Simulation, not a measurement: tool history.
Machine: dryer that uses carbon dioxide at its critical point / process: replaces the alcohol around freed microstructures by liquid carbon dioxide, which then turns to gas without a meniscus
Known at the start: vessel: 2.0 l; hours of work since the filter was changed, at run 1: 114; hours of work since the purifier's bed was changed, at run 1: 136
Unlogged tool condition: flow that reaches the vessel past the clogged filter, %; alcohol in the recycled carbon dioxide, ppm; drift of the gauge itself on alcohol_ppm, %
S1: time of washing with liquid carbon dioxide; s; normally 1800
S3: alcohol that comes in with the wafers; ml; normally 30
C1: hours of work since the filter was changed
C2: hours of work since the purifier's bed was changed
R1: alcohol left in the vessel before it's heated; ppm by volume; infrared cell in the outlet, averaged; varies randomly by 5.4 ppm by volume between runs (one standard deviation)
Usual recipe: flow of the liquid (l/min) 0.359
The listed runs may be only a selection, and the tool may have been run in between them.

run 1 hour=0 | S1=1800 flow_of_the_liquid_(l/min)=0.359 S3=30 | C1=114 C2=136 | R1=186
run 2 hour=10.3 | S1=1800 flow_of_the_liquid_(l/min)=0.359 S3=30 | C1=119 C2=141 | R1=182
run 3 hour=19.1 | S1=1800 flow_of_the_liquid_(l/min)=0.359 S3=30 | C1=123 C2=145 | R1=190
run 4 hour=25.9 | S1=1800 flow_of_the_liquid_(l/min)=0.359 S3=78 | C1=126 C2=148 | R1=427
run 5 hour=30.8 | S1=1800 flow_of_the_liquid_(l/min)=0.359 S3=78 | C1=129 C2=151 | R1=438
run 6 hour=37.8 | S1=1800 flow_of_the_liquid_(l/min)=0.359 S3=30 | C1=132 C2=154 | R1=194
run 7 hour=45.7 | S1=1800 flow_of_the_liquid_(l/min)=0.359 S3=30 | C1=136 C2=158 | R1=188
run 8 hour=52.8 | S1=1800 flow_of_the_liquid_(l/min)=0.359 S3=30 | C1=139 C2=161 | R1=177
run 9 hour=62.1 | S1=1620 flow_of_the_liquid_(l/min)=0.359 S3=30 | C1=144 C2=166 | R1=276
run 10 hour=66.8 | S1=1620 flow_of_the_liquid_(l/min)=0.359 S3=30 | C1=146 C2=168 | R1=287
run 11 hour=75.8 | S1=2820 flow_of_the_liquid_(l/min)=0.359 S3=30 | C1=150 C2=172 | R1=44
run 12 hour=83 | S1=1800 flow_of_the_liquid_(l/min)=0.359 S3=30 | C1=153 C2=175 | R1=205
run 13 hour=89.3 | S1=1800 flow_of_the_liquid_(l/min)=0.359 S3=30 | C1=156 C2=178 | R1=198
run 14 hour=93.9 | S1=1800 flow_of_the_liquid_(l/min)=0.359 S3=30 | C1=159 C2=181 | R1=209
run 15 hour=98.3 | S1=1800 flow_of_the_liquid_(l/min)=0.456 S3=30 | C1=161 C2=183 | R1=81
run 16 hour=102.7 | S1=1800 flow_of_the_liquid_(l/min)=0.456 S3=30 | C1=163 C2=185 | R1=74
run 17 hour=107.8 | S1=1800 flow_of_the_liquid_(l/min)=0.456 S3=30 | C1=165 C2=187 | R1=86
run 18 hour=116 | S1=1800 flow_of_the_liquid_(l/min)=0.456 S3=30 | C1=169 C2=191 | R1=78
run 19 hour=122.2 | S1=2400 flow_of_the_liquid_(l/min)=0.53 S3=23 | C1=172 C2=194 | R1=44
run 20 hour=132.8 | S1=1800 flow_of_the_liquid_(l/min)=0.359 S3=22 | C1=177 C2=199 | R1=155
run 21 hour=141.3 | S1=1800 flow_of_the_liquid_(l/min)=0.359 S3=22 | C1=181 C2=203 | R1=166
run 22 hour=147.4 | S1=1800 flow_of_the_liquid_(l/min)=0.363 S3=45 | C1=184 C2=206 | R1=291
run 23 hour=157.8 | S1=2220 flow_of_the_liquid_(l/min)=0.359 S3=64 | C1=189 C2=211 | R1=166
run 24 hour=167.3 | S1=2400 flow_of_the_liquid_(l/min)=0.359 S3=52 | C1=193 C2=215 | R1=109
run 25 hour=176.3 | S1=2640 flow_of_the_liquid_(l/min)=0.267 S3=83 | C1=197 C2=219 | R1=349
run 26 hour=185.6 | S1=2520 flow_of_the_liquid_(l/min)=0.414 S3=30 | C1=202 C2=224 | R1=48

What if the next run were any one of these 5? Each begins from the tool's condition after run 26:
run A hour=193.2 | S1=1800 flow_of_the_liquid_(l/min)=0.359 S3=74 | C1=205 C2=227 | R1=?
run B hour=193.2 | S1=2520 flow_of_the_liquid_(l/min)=0.284 S3=63 | C1=205 C2=227 | R1=?
run C hour=193.2 | S1=1800 flow_of_the_liquid_(l/min)=0.459 S3=33 | C1=205 C2=227 | R1=?
run D hour=193.2 | S1=2580 flow_of_the_liquid_(l/min)=0.317 S3=57 | C1=205 C2=227 | R1=?
run E hour=193.2 | S1=1920 flow_of_the_liquid_(l/min)=0.349 S3=77 | C1=205 C2=227 | R1=?

run=A R1=463
run=B R1=262
run=C R1=99
run=D R1=149
run=E R1=417
Take away the tool's hidden state, keep each run's random variation, and the runs would have read:
run=A R1=324
run=B R1=169
run=C R1=47
run=D R1=86
run=E R1=285
